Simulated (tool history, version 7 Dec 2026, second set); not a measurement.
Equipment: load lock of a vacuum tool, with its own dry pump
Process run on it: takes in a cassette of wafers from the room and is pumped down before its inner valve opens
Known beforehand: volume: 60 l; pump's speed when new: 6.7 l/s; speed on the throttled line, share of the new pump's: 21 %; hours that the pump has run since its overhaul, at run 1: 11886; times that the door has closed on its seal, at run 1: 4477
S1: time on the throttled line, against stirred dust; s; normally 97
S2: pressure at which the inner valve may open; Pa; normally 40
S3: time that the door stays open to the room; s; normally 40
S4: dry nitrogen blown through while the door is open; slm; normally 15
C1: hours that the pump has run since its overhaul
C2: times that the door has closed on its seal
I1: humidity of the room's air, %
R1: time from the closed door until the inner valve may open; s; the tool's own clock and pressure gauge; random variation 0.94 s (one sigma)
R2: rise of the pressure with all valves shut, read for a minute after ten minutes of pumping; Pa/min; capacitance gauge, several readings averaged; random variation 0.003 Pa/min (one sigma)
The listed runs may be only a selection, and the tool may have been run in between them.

{"run": 1, "hour": 0.0, "S1": 97, "S2": 40, "S3": 40, "S4": 15, "C1": 11886, "C2": 4477, "I1": 47.1, "R1": 147.1, "R2": 0.023}
{"run": 2, "hour": 59.3, "S1": 97, "S2": 40, "S3": 40, "S4": 15, "C1": 11946, "C2": 4566, "I1": 43.9, "R1": 148.3, "R2": 0.027}
{"run": 3, "hour": 157.6, "S1": 97, "S2": 40, "S3": 40, "S4": 15, "C1": 12044, "C2": 4713, "I1": 42.2, "R1": 148.5, "R2": 0.016}
{"run": 4, "hour": 220.2, "S1": 97, "S2": 40, "S3": 40, "S4": 15, "C1": 12107, "C2": 4807, "I1": 41.9, "R1": 148.7, "R2": 0.021}
{"run": 5, "hour": 314.0, "S1": 97, "S2": 40, "S3": 40, "S4": 15, "C1": 12200, "C2": 4948, "I1": 46.5, "R1": 149.1, "R2": 0.018}
{"run": 6, "hour": 354.7, "S1": 97, "S2": 40, "S3": 40, "S4": 15, "C1": 12241, "C2": 5009, "I1": 47, "R1": 147.2, "R2": 0.016}
{"run": 7, "hour": 439.8, "S1": 97, "S2": 40, "S3": 40, "S4": 15, "C1": 12326, "C2": 5136, "I1": 45.2, "R1": 149, "R2": 0.019}
{"run": 8, "hour": 506.9, "S1": 97, "S2": 40, "S3": 88, "S4": 15, "C1": 12393, "C2": 5237, "I1": 44.2, "R1": 146.5, "R2": 0.033}
{"run": 9, "hour": 602.7, "S1": 97, "S2": 40, "S3": 88, "S4": 15, "C1": 12489, "C2": 5380, "I1": 47.2, "R1": 146.6, "R2": 0.036}
{"run": 10, "hour": 699.8, "S1": 97, "S2": 34, "S3": 40, "S4": 15, "C1": 12586, "C2": 5526, "I1": 47.7, "R1": 148.8, "R2": 0.025}
{"hour": 721.3, "done": "dry pump taken out, an overhauled one fitted"}
{"run": 11, "hour": 749.0, "S1": 97, "S2": 57, "S3": 40, "S4": 15, "C1": 28, "C2": 5590, "I1": 44.9, "R1": 143.7, "R2": 0.024}
{"run": 12, "hour": 822.8, "S1": 97, "S2": 57, "S3": 40, "S4": 15, "C1": 102, "C2": 5701, "I1": 45.4, "R1": 145.5, "R2": 0.019}
{"run": 13, "hour": 914.6, "S1": 97, "S2": 57, "S3": 40, "S4": 15, "C1": 193, "C2": 5838, "I1": 43.4, "R1": 144.6, "R2": 0.02}
{"run": 14, "hour": 969.5, "S1": 97, "S2": 57, "S3": 40, "S4": 15, "C1": 248, "C2": 5921, "I1": 43.1, "R1": 144.4, "R2": 0.022}
{"run": 15, "hour": 1034.3, "S1": 116, "S2": 40, "S3": 57, "S4": 4, "C1": 313, "C2": 6018, "I1": 42.5, "R1": 162.2, "R2": 0.038}
{"run": 16, "hour": 1077.1, "S1": 65, "S2": 28, "S3": 71, "S4": 12, "C1": 356, "C2": 6082, "I1": 44.4, "R1": 126.7, "R2": 0.02}
{"run": 17, "hour": 1163.9, "S1": 65, "S2": 28, "S3": 71, "S4": 12, "C1": 443, "C2": 6212, "I1": 47.9, "R1": 127, "R2": 0.027}
{"run": 18, "hour": 1233.7, "S1": 182, "S2": 28, "S3": 71, "S4": 8, "C1": 512, "C2": 6316, "I1": 45.1, "R1": 219.7, "R2": 0.043}
{"run": 19, "hour": 1283.5, "S1": 182, "S2": 28, "S3": 71, "S4": 8, "C1": 562, "C2": 6391, "I1": 45.2, "R1": 217.3, "R2": 0.039}

What if the next run were any one of these 4? Each begins from the tool's condition after run 19:
{"run": "A", "hour": 1346.4, "S1": 58, "S2": 69, "S3": 65, "S4": 8, "C1": 625, "C2": 6485, "I1": 44.2, "R1": "?", "R2": "?"}
{"run": "B", "hour": 1346.4, "S1": 147, "S2": 47, "S3": 70, "S4": 8, "C1": 625, "C2": 6485, "I1": 43.8, "R1": "?", "R2": "?"}
{"run": "C", "hour": 1346.4, "S1": 155, "S2": 28, "S3": 36, "S4": 12, "C1": 625, "C2": 6485, "I1": 42.4, "R1": "?", "R2": "?"}
{"run": "D", "hour": 1346.4, "S1": 111, "S2": 41, "S3": 40, "S4": 29, "C1": 625, "C2": 6485, "I1": 48.5, "R1": "?", "R2": "?"}

run=A R1=111.2 R2=0.032
run=B R1=185.7 R2=0.026
run=C R1=196.2 R2=0.023
run=D R1=159.3 R2=0.019
What these runs would have given with no unlogged condition in the tool:
run=A R1=111.2 R2=0.032
run=B R1=185.7 R2=0.026
run=C R1=196.2 R2=0.022
run=D R1=159.3 R2=0.019
